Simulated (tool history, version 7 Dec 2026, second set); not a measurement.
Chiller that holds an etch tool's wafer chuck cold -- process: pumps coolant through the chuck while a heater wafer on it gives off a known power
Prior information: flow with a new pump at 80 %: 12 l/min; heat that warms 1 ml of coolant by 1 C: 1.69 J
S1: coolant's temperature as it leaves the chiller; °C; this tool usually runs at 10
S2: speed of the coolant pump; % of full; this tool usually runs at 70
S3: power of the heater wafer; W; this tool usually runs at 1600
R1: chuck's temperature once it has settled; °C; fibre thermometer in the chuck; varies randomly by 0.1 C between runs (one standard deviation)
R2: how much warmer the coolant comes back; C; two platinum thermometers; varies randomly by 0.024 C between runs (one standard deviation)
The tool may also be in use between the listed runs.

run	day	S1	S2	S3	R1	R2
1	0.000	10	70	1600	25.4	5.54
2	2.246	10	70	1600	25.6	5.53
3	5.379	10	85	1600	23.9	4.50
4	8.775	10	85	1600	23.9	4.45
5	10.571	10	85	1600	24.0	4.47
6	12.775	10	85	1600	24.0	4.50
7	16.321	9	70	1600	24.7	5.53
8	18.633	10	97	1600	22.9	3.90
9	21.842	10	97	1600	22.8	3.89
10	24.962	12	97	1600	24.9	3.88
11	27.146	12	97	1600	25.0	3.88
12	29.117	19	97	1600	32.1	3.90
13	31.138	10	70	925	19.2	3.23
14	33.900	10	70	925	19.1	3.26
15	36.904	10	98	1600	23.1	3.86
16	38.571	10	98	1600	23.1	3.86
17	40.158	10	62	1384	24.8	5.52
18	43.629	10	83	994	19.0	2.90
19	47.038	8	75	1335	20.9	4.29
# day 48.212: chiller's thermometer calibrated
20	49.004	9	76	1376	22.2	4.41
21	50.733	5	76	1376	18.0	4.39
22	52.667	10	70	1524	25.0	5.35
23	54.650	3	97	1691	17.0	4.10
24	57.404	17	62	1762	36.0	7.04
25	58.917	7	62	1894	27.4	7.60
26	62.112	7	62	1894	27.6	7.60
27	65.600	7	93	1024	15.7	2.67
28	67.083	3	89	1683	17.5	4.55
29	68.767	3	89	1683	17.6	4.58
30	71.942	3	89	1683	17.8	4.56
31	75.058	16	65	1416	31.1	5.42

For some of the steps in R1 from one run to the next: how much would appear even if the tool had no hidden state, given the settings, what came in and random variation, and how much remains for the hidden state plus any gauge scatter that the measured result and the result without hidden state don't share?
Hidden conditions of the tool in this case: heat passed by the chuck's channels, % of clean ones'; flow at a given pump speed, % of a new pump's; coolant's true temperature over the reading, C; drift of the gauge itself on chuck_c, C; drift of the gauge itself on warmer_back_c, C.
Run 12 -> 13: S1 19 -> 10, S2 97 -> 70, S3 1600 -> 925. R1 -12.9 °C: hidden state -0.2, all else -12.7.
Run 17 -> 18: S2 62 -> 83, S3 1384 -> 994. R1 -5.8 °C: hidden state -0.3, all else -5.5.
Run 23 -> 24: S1 3 -> 17, S2 97 -> 62, S3 1691 -> 1762. R1 +19.0 °C: hidden state +0.3, all else +18.7.
Run 26 -> 27: S2 62 -> 93, S3 1894 -> 1024. R1 -11.9 °C: hidden state -0.7, all else -11.2.
Run 27 -> 28: S1 7 -> 3, S2 93 -> 89, S3 1024 -> 1683. R1 +1.8 °C: hidden state +0.4, all else +1.4.
Run 30 -> 31: S1 3 -> 16, S2 89 -> 65, S3 1683 -> 1416. R1 +13.3 °C: hidden state +0.0, all else +13.3.
